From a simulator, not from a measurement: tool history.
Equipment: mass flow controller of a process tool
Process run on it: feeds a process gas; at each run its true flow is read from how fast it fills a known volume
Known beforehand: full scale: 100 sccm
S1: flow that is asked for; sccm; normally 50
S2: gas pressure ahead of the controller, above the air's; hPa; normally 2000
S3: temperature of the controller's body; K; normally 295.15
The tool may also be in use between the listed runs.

run 1 hour=0.0 | S1=50 S2=2000 S3=295.15 | true_flow_(%)=99.10
run 2 hour=444.2 | S1=50 S2=2000 S3=295.15 | true_flow_(%)=99.27
run 3 hour=861.1 | S1=50 S2=2000 S3=295.15 | true_flow_(%)=99.23
run 4 hour=1330.4 | S1=50 S2=2000 S3=295.15 | true_flow_(%)=99.15
-- hour=1439.8 controller's zero set anew
run 5 hour=1766.7 | S1=50 S2=2000 S3=295.15 | true_flow_(%)=98.81
run 6 hour=2265.1 | S1=50 S2=2000 S3=295.15 | true_flow_(%)=98.96
run 7 hour=2663.8 | S1=50 S2=2000 S3=295.15 | true_flow_(%)=99.04
run 8 hour=2996.9 | S1=50 S2=2000 S3=295.15 | true_flow_(%)=99.11
run 9 hour=3318.1 | S1=50 S2=2000 S3=295.15 | true_flow_(%)=99.14
-- hour=3502.3 controller's zero set anew, once more
run 10 hour=3657.0 | S1=32 S2=2000 S3=295.15 | true_flow_(%)=101.45
run 11 hour=4000.1 | S1=50 S2=2100 S3=295.15 | true_flow_(%)=101.93
run 12 hour=4268.6 | S1=50 S2=2000 S3=308.15 | true_flow_(%)=103.16
run 13 hour=4558.5 | S1=46 S2=1580 S3=295.15 | true_flow_(%)=101.88
run 14 hour=4801.5 | S1=14 S2=1740 S3=310.15 | true_flow_(%)=102.10
run 15 hour=5156.5 | S1=14 S2=1740 S3=310.15 | true_flow_(%)=101.87
run 16 hour=5574.9 | S1=14 S2=1740 S3=310.15 | true_flow_(%)=101.64
run 17 hour=5919.1 | S1=14 S2=1740 S3=310.15 | true_flow_(%)=101.51
run 18 hour=6150.4 | S1=14 S2=1740 S3=310.15 | true_flow_(%)=101.32
run 19 hour=6565.8 | S1=29 S2=1470 S3=295.15 | true_flow_(%)=101.24
run 20 hour=7070.2 | S1=62 S2=1550 S3=295.15 | true_flow_(%)=102.72
-- hour=7191.4 controller exchanged for a calibrated one
run 21 hour=7527.4 | S1=62 S2=1550 S3=295.15 | true_flow_(%)=99.22
run 22 hour=8026.4 | S1=28 S2=1700 S3=295.15 | true_flow_(%)=98.22
run 23 hour=8509.4 | S1=28 S2=2650 S3=295.15 | true_flow_(%)=97.90

Forecast each of these 4 alternatives for the next run:
run A hour=8793.8 | S1=50 S2=2700 S3=309.15 | true_flow_(%)=?
run B hour=8793.8 | S1=28 S2=2610 S3=295.15 | true_flow_(%)=?
run C hour=8793.8 | S1=50 S2=2000 S3=306.15 | true_flow_(%)=?
run D hour=8793.8 | S1=28 S2=1450 S3=295.15 | true_flow_(%)=?

run=A true_flow_(%)=100.02
run=B true_flow_(%)=97.85
run=C true_flow_(%)=99.86
run=D true_flow_(%)=98.29
Take away the tool's hidden state, keep each run's random variation, and the runs would have read:
run=A true_flow_(%)=99.90
run=B true_flow_(%)=98.06
run=C true_flow_(%)=99.74
run=D true_flow_(%)=98.50
